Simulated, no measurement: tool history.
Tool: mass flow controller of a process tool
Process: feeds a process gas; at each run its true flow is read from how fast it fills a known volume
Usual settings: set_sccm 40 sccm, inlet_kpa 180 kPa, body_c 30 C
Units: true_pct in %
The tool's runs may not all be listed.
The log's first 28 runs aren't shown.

| run | hour | set_sccm | inlet_kpa | body_c | hours of work since the controller was set to zero | hours of work since the controller was changed | true_pct |
|---|---|---|---|---|---|---|---|
|  | 4350.4 | gauge calibrated |
| 29 | 4452.1 | 8 | 197 | 21 | 1517 | 8632 | 98.10 |
| 30 | 4627.6 | 8 | 197 | 21 | 1645 | 8760 | 98.23 |
| 31 | 4803.3 | 25 | 151 | 24 | 1772 | 8888 | 98.82 |
| 32 | 4983.8 | 25 | 188 | 29 | 1904 | 9019 | 98.82 |
| 33 | 5201.8 | 38 | 179 | 29 | 2063 | 9178 | 99.38 |
| 34 | 5308.9 | 26 | 152 | 35 | 2141 | 9256 | 98.59 |
| 35 | 5481.1 | 26 | 152 | 35 | 2266 | 9381 | 98.68 |
| 36 | 5647.8 | 16 | 247 | 35 | 2387 | 9502 | 98.69 |
| 37 | 5867.3 | 31 | 180 | 30 | 2547 | 9662 | 99.35 |
| 38 | 6015.2 | 40 | 180 | 33 | 2655 | 9770 | 99.64 |
| 39 | 6229.0 | 40 | 180 | 33 | 2810 | 9925 | 99.86 |
| 40 | 6426.9 | 44 | 148 | 33 | 2954 | 10069 | 100.00 |
| 41 | 6647.4 | 44 | 148 | 33 | 3115 | 10230 | 100.11 |
| 42 | 6786.4 | 19 | 180 | 30 | 3216 | 10331 | 99.24 |
|  | 6966.7 | gauge calibrated |
| 43 | 6982.9 | 14 | 165 | 23 | 3359 | 10474 | 97.98 |
| 44 | 7110.6 | 9 | 183 | 22 | 3452 | 10567 | 98.16 |
| 45 | 7273.7 | 9 | 183 | 22 | 3571 | 10686 | 98.11 |

Forecast each of these 3 alternatives for the next run:
| A | 7410.0 | 9 | 233 | 27 | 3670 | 10785 | ? |
| B | 7410.0 | 42 | 155 | 27 | 3670 | 10785 | ? |
| C | 7410.0 | 10 | 141 | 35 | 3670 | 10785 | ? |

| run | true_pct |
|---|---|
| A | 98.22 |
| B | 99.56 |
| C | 97.65 |
Without the tool's hidden state the same runs would have given:
| run | true_pct |
|---|---|
| A | 98.06 |
| B | 99.43 |
| C | 97.50 |
